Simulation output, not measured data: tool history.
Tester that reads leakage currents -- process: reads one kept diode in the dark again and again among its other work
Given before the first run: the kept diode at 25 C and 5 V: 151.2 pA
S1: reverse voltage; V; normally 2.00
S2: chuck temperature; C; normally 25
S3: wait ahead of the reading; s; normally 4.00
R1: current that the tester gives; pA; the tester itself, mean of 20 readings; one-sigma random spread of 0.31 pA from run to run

run 1 hour=0.0 | S1=2.00 S2=25 S3=4.00 | R1=101.51
-- hour=73.0 chuck's temperature calibrated
run 2 hour=95.6 | S1=6.70 S2=25 S3=4.00 | R1=173.01
run 3 hour=212.1 | S1=6.70 S2=25 S3=5.25 | R1=172.85
run 4 hour=319.2 | S1=2.00 S2=25 S3=4.42 | R1=102.21
run 5 hour=447.2 | S1=2.00 S2=25 S3=4.42 | R1=101.75
run 6 hour=523.7 | S1=2.00 S2=25 S3=4.42 | R1=101.78
run 7 hour=638.1 | S1=2.00 S2=25 S3=4.42 | R1=101.62
run 8 hour=757.1 | S1=2.00 S2=25 S3=4.42 | R1=101.71
run 9 hour=883.4 | S1=2.00 S2=25 S3=4.00 | R1=101.34
run 10 hour=941.1 | S1=2.00 S2=25 S3=4.00 | R1=102.14
run 11 hour=1035.8 | S1=2.00 S2=25 S3=4.00 | R1=101.50
run 12 hour=1129.4 | S1=2.00 S2=25 S3=4.00 | R1=101.74
run 13 hour=1215.7 | S1=1.43 S2=36 S3=4.00 | R1=228.08
run 14 hour=1339.1 | S1=1.43 S2=36 S3=4.00 | R1=228.73
run 15 hour=1440.4 | S1=10.93 S2=39 S3=9.04 | R1=707.69
run 16 hour=1549.1 | S1=10.93 S2=43 S3=9.04 | R1=975.95
run 17 hour=1676.9 | S1=10.93 S2=37 S3=9.04 | R1=600.88
run 18 hour=1750.3 | S1=10.93 S2=37 S3=9.04 | R1=602.31
run 19 hour=1829.5 | S1=4.49 S2=31 S3=9.04 | R1=244.97
run 20 hour=1903.2 | S1=4.49 S2=42 S3=9.04 | R1=612.81
run 21 hour=1983.4 | S1=4.49 S2=42 S3=9.04 | R1=612.34
run 22 hour=2040.4 | S1=4.49 S2=42 S3=9.04 | R1=611.43

Here are 5 independent what-if runs from the current tool condition. What would each one return?
run A hour=2110.8 | S1=2.00 S2=32 S3=4.00 | R1=?
run B hour=2110.8 | S1=12.42 S2=41 S3=6.41 | R1=?
run C hour=2110.8 | S1=2.18 S2=29 S3=2.17 | R1=?
run D hour=2110.8 | S1=4.49 S2=52 S3=9.04 | R1=?
run E hour=2110.8 | S1=11.80 S2=42 S3=4.03 | R1=?

run=A R1=188.44
run=B R1=879.61
run=C R1=151.22
run=D R1=1333.19
run=E R1=934.02
With no hidden state in the tool, these same runs would have given:
run=A R1=188.29
run=B R1=878.90
run=C R1=151.09
run=D R1=1332.32
run=E R1=933.29

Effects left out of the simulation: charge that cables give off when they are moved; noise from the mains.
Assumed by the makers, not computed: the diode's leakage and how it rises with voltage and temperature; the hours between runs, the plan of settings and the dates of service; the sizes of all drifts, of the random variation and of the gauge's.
